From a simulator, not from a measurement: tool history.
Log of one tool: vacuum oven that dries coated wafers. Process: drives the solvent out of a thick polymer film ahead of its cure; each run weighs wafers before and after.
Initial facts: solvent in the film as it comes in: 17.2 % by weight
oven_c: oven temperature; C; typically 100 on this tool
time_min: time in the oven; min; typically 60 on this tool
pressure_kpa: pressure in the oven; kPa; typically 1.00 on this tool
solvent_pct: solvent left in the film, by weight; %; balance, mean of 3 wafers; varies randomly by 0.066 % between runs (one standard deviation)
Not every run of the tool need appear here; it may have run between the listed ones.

run	hour	oven_c	time_min	pressure_kpa	solvent_pct
1	0.0	100	60	1.00	4.94
2	50.4	100	60	1.00	4.85
3	89.0	100	32	1.00	7.90
4	159.3	100	60	1.00	4.85
5	240.8	94	60	1.00	6.56
6	284.7	94	60	1.00	6.59
7	363.5	94	60	1.00	6.65
8	444.2	94	60	1.00	6.75
9	484.6	100	60	0.56	4.68
10	526.5	100	60	0.56	4.73
11	592.6	100	46	1.00	6.33
12	638.5	100	46	1.00	6.29
13	710.2	114	57	3.17	3.59
14	784.5	114	60	1.00	2.12
15	846.1	94	46	0.91	7.70
16	909.8	94	46	0.91	8.06
17	950.4	102	46	1.77	6.51
18	988.5	85	60	1.37	9.92
19	1046.0	114	49	3.32	4.21
20	1109.1	93	49	2.06	8.99
# hour 1117.6: vacuum gauge cleaned of residue and calibrated
21	1171.9	94	60	0.94	6.02
22	1205.4	95	60	1.00	5.87
23	1256.4	90	60	1.21	7.47
24	1295.1	100	60	3.92	7.16

The same runs without the tool's hidden state, with the same run-to-run variation:
What the log doesn't record here: true wafer temperature over the reading, C; true pressure over the reading, kPa; drift of the gauge itself on solvent_pct, %.
run	solvent_pct
1	4.40
2	4.29
3	7.44
4	4.25
5	5.85
6	5.85
7	5.90
8	5.96
9	3.95
10	3.98
11	5.61
12	5.55
13	3.00
14	1.53
15	6.84
16	7.15
17	5.67
18	8.77
19	3.51
20	7.96
21	5.72
22	5.56
23	7.12
24	6.78
